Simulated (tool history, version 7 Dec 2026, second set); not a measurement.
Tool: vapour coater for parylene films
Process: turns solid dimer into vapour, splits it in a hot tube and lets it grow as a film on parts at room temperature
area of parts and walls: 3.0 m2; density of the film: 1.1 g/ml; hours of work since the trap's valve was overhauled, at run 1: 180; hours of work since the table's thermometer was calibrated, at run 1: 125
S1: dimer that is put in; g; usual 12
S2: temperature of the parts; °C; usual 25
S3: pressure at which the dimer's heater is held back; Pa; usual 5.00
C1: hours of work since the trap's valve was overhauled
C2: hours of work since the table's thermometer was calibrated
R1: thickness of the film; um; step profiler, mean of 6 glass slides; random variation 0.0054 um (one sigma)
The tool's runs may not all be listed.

Run 1, hour 0.0: usual settings; C1 180; C2 125. Result: R1 2.229 um.
Run 2, hour 29.4: usual settings but S2 33 °C; C1 199; C2 145. Result: R1 1.506 um.
Run 3, hour 86.4: usual settings but S1 19 g; C1 237; C2 182. Result: R1 3.502 um.
Run 4, hour 147.5: usual settings but S1 19 g; C1 277; C2 222. Result: R1 3.496 um.
At hour 176.2: trap's valve overhauled.
Run 5, hour 201.0: usual settings; C1 16; C2 255. Result: R1 2.312 um.
Run 6, hour 234.2: usual settings; C1 38; C2 277. Result: R1 2.309 um.
Run 7, hour 277.0: usual settings; C1 66; C2 305. Result: R1 2.306 um.
Run 8, hour 311.1: usual settings; C1 89; C2 327. Result: R1 2.286 um.
Run 9, hour 349.4: usual settings but S1 7 g, S2 28 °C; C1 114; C2 353. Result: R1 1.155 um.
Run 10, hour 380.2: usual settings but S1 11 g, S3 4.08 Pa; C1 134; C2 373. Result: R1 2.119 um.
Run 11, hour 417.7: usual settings but S2 24 °C; C1 159; C2 397. Result: R1 2.381 um.
Run 12, hour 465.2: usual settings but S2 30 °C, S3 3.29 Pa; C1 190; C2 429. Result: R1 1.826 um.

Forecast each of these 5 alternatives for the next run:
Run A, hour 513.4: usual settings but S1 19 g, S2 21 °C, S3 3.35 Pa; C1 222; C2 460. Result: R1 ?.
Run B, hour 513.4: usual settings but S1 6 g, S2 30 °C, S3 3.29 Pa; C1 222; C2 460. Result: R1 ?.
Run C, hour 513.4: usual settings but S1 19 g, S2 31 °C, S3 5.64 Pa; C1 222; C2 460. Result: R1 ?.
Run D, hour 513.4: usual settings but S2 31 °C, S3 3.29 Pa; C1 222; C2 460. Result: R1 ?.
Run E, hour 513.4: usual settings but S2 27 °C, S3 4.20 Pa; C1 222; C2 460. Result: R1 ?.

run     R1
  A  4.438
  B  0.900
  C  2.651
  D  1.725
  E  2.060
Without the tool's hidden state the same runs would have given:
run     R1
  A  4.559
  B  0.925
  C  2.723
  D  1.772
  E  2.116
